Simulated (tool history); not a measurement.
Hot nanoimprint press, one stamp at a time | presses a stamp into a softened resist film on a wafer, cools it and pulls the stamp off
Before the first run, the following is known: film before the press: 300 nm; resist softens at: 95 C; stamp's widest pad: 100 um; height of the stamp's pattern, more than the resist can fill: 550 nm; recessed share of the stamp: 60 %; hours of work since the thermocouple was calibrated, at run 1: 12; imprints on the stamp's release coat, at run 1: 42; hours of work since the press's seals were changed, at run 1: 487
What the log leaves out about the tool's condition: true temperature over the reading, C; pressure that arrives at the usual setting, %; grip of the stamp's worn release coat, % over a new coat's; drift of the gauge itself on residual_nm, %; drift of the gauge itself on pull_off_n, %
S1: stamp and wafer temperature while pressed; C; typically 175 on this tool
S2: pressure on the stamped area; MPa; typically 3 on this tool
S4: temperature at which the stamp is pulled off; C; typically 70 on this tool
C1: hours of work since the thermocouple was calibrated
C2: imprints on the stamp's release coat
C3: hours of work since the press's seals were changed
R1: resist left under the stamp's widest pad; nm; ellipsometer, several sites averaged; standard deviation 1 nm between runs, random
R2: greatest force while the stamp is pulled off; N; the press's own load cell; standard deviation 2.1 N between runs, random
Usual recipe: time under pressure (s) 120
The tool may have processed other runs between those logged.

Run 1, hour 0: usual settings; C1 12; C2 42; C3 487. Result: R1 170.7 nm, R2 171 N.
Run 2, hour 43.1: usual settings; C1 34; C2 118; C3 508. Result: R1 167.9 nm, R2 174 N.
Run 3, hour 99.2: usual settings; C1 62; C2 218; C3 537. Result: R1 169.4 nm, R2 178 N.
Run 4, hour 123.3: usual settings; C1 74; C2 260; C3 549. Result: R1 171.3 nm, R2 175 N.
Run 5, hour 173.9: usual settings but S2 2.72 MPa; C1 99; C2 350; C3 574. Result: R1 178.3 nm, R2 178 N.
Run 6, hour 226: usual settings but S2 2.72 MPa; C1 125; C2 442; C3 600. Result: R1 178.7 nm, R2 187 N.
Run 7, hour 283.2: usual settings but S2 2.72 MPa; C1 154; C2 544; C3 629. Result: R1 179.5 nm, R2 189 N.
At hour 302: stamp cleaned and given a new release coat.
Run 8, hour 341.4: usual settings but S2 2.72 MPa; C1 180; C2 70; C3 655. Result: R1 179.7 nm, R2 177 N.
Run 9, hour 372.4: usual settings but S2 2.72 MPa, time under pressure (s) 173; C1 196; C2 125; C3 670. Result: R1 160.8 nm, R2 177 N.
Run 10, hour 397.8: usual settings but S2 2.72 MPa, time under pressure (s) 173; C1 208; C2 170; C3 683. Result: R1 162.7 nm, R2 179 N.
Run 11, hour 445: usual settings but S2 2.72 MPa, time under pressure (s) 173; C1 232; C2 254; C3 707. Result: R1 159.6 nm, R2 183 N.
At hour 452: plate thermocouple calibrated.
Run 12, hour 502.7: usual settings but S2 2.72 MPa, time under pressure (s) 173; C1 25; C2 350; C3 734. Result: R1 163.6 nm, R2 184 N.
Run 13, hour 552.1: usual settings but S2 2.72 MPa, time under pressure (s) 173, S4 75 C; C1 50; C2 438; C3 759. Result: R1 166.3 nm, R2 168 N.
Run 14, hour 577: usual settings but time under pressure (s) 87; C1 63; C2 482; C3 772. Result: R1 200.7 nm, R2 189 N.
Run 15, hour 611.7: usual settings but S2 2.27 MPa, time under pressure (s) 87; C1 80; C2 544; C3 789. Result: R1 214.7 nm, R2 195 N.
At hour 629.1: stamp cleaned and given a new release coat.
Run 16, hour 653.6: usual settings but S1 173 C, S2 2.27 MPa, time under pressure (s) 61, S4 61 C; C1 98; C2 43; C3 807. Result: R1 241.7 nm, R2 217 N.
Run 17, hour 701.3: usual settings but S1 172 C, S2 1.85 MPa, time under pressure (s) 172, S4 63 C; C1 122; C2 128; C3 831. Result: R1 211.1 nm, R2 215 N.
Run 18, hour 741.1: usual settings but S1 183 C, time under pressure (s) 86; C1 142; C2 198; C3 851. Result: R1 147.5 nm, R2 185 N.
At hour 764.4: plate thermocouple calibrated, once more.
Run 19, hour 777.1: usual settings but S1 186 C, time under pressure (s) 122, S4 72 C; C1 6; C2 257; C3 867. Result: R1 100.9 nm, R2 167 N.
Run 20, hour 802.6: usual settings but S2 3.72 MPa, S4 77 C; C1 19; C2 302; C3 880. Result: R1 157.5 nm, R2 148 N.
Run 21, hour 848.2: usual settings but S1 187 C, S2 4.74 MPa; C1 42; C2 383; C3 903. Result: R1 80.6 nm, R2 181 N.
Run 22, hour 901.6: usual settings but S1 187 C, S2 3.79 MPa, S4 58 C; C1 69; C2 477; C3 930. Result: R1 89.3 nm, R2 239 N.
At hour 955.2: stamp cleaned and given a new release coat.
Run 23, hour 962.5: usual settings but S1 184 C; C1 96; C2 13; C3 957. Result: R1 115.8 nm, R2 169 N.
Run 24, hour 1018.4: usual settings but S1 184 C; C1 124; C2 112; C3 985. Result: R1 114 nm, R2 175 N.
Run 25, hour 1065.9: usual settings but S1 184 C; C1 148; C2 196; C3 1009. Result: R1 115.4 nm, R2 175 N.
Run 26, hour 1115.9: usual settings but S1 184 C, S2 1.95 MPa; C1 173; C2 284; C3 1034. Result: R1 138.6 nm, R2 180 N.
At hour 1147.1: press's hydraulic seals changed and the load cell set to zero.
Run 27, hour 1182.1: usual settings but S1 184 C, S2 3.48 MPa; C1 202; C2 388; C3 18. Result: R1 106.7 nm, R2 181 N.
Run 28, hour 1224.1: usual settings but S1 165 C, S2 3.48 MPa, time under pressure (s) 171; C1 223; C2 462; C3 39. Result: R1 218.3 nm, R2 184 N.
At hour 1284.9: stamp cleaned and given a new release coat.
Run 29, hour 1286.4: usual settings but S1 165 C, S2 3.48 MPa, time under pressure (s) 171; C1 252; C2 3; C3 67. Result: R1 219.3 nm, R2 172 N.

What if the next run were any one of these 3? Each begins from the tool's condition after run 29:
Run A, hour 1335.8: usual settings but S1 183 C, S2 2.38 MPa, time under pressure (s) 171, S4 60 C; C1 276; C2 90; C3 92. Result: R1 ?, R2 ?.
Run B, hour 1335.8: usual settings; C1 276; C2 90; C3 92. Result: R1 ?, R2 ?.
Run C, hour 1335.8: usual settings but S1 165 C, S2 2.53 MPa, time under pressure (s) 121, S4 60 C; C1 276; C2 90; C3 92. Result: R1 ?, R2 ?.

run     R1   R2
  A  115.3  224
  B  172.6  179
  C    248  219
Without the tool's hidden state the same runs would have given:
run     R1   R2
  A  110.5  217
  B  166.2  173
  C  243.1  212

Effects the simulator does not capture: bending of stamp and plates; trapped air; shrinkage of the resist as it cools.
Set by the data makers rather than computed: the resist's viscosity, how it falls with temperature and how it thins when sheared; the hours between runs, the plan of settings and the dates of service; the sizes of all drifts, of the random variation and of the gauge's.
